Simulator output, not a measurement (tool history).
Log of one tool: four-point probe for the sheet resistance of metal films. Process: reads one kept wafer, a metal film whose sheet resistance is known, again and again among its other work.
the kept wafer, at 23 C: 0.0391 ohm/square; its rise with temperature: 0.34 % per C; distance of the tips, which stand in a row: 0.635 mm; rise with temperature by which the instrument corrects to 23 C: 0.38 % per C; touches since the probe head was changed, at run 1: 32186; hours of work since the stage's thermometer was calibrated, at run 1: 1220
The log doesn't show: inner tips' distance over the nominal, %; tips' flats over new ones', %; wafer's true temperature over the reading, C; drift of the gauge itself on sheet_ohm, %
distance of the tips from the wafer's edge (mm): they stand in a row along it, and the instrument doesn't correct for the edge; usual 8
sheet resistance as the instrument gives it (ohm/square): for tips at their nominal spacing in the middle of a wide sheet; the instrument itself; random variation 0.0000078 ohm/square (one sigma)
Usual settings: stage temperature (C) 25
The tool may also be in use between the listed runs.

run   hour  stage temperature (C)  distance of the tips from the wafer's edge (mm)  touches since the probe head was changed  hours of work since the stage's thermometer was calibrated  sheet resistance as the instrument gives it (ohm/square)
  1      0                     25                                                8                                     32186                                                        1220                                                    0.0393
  2     27                     25                                                8                                     33367                                                        1239                                                  0.039296
  3   58.5                     23                                                8                                     34741                                                        1260                                                  0.039317
  4   84.9                     19                                                8                                     35892                                                        1278                                                  0.039385
  5  123.2                     19                                                8                                     37568                                                        1304                                                  0.039402
  6  147.4                     25                                               10                                     38622                                                        1320                                                  0.039238
  7  168.1                     25                                               10                                     39524                                                        1334                                                   0.03924
     182.9  -- stage's thermometer calibrated
  8    205                     25                                               18                                     41117                                                          15                                                  0.039131
  9  237.1                     19                                               34                                     42517                                                          37                                                  0.039205
 10  263.8                     19                                               34                                     43684                                                          55                                                  0.039204
 11  290.8                     32                                               11                                     44861                                                          73                                                  0.039052
 12  319.5                     23                                               39                                     46114                                                          93                                                  0.039125
 13  344.2                     20                                               52                                     47194                                                         110                                                  0.039154

Measured less the same run without the tool's hidden state. The same run-to-run variation is in both; the gauge's scatter may not be:
run  sheet resistance as the instrument gives it (ohm/square)
  1                                                 +0.000091
  2                                                 +0.000089
  3                                                 +0.000087
  4                                                 +0.000086
  5                                                 +0.000083
  6                                                 +0.000081
  7                                                 +0.000078
  8                                                  +0.00003
  9                                                 +0.000028
 10                                                 +0.000026
 11                                                 +0.000023
 12                                                 +0.000022
 13                                                 +0.000021

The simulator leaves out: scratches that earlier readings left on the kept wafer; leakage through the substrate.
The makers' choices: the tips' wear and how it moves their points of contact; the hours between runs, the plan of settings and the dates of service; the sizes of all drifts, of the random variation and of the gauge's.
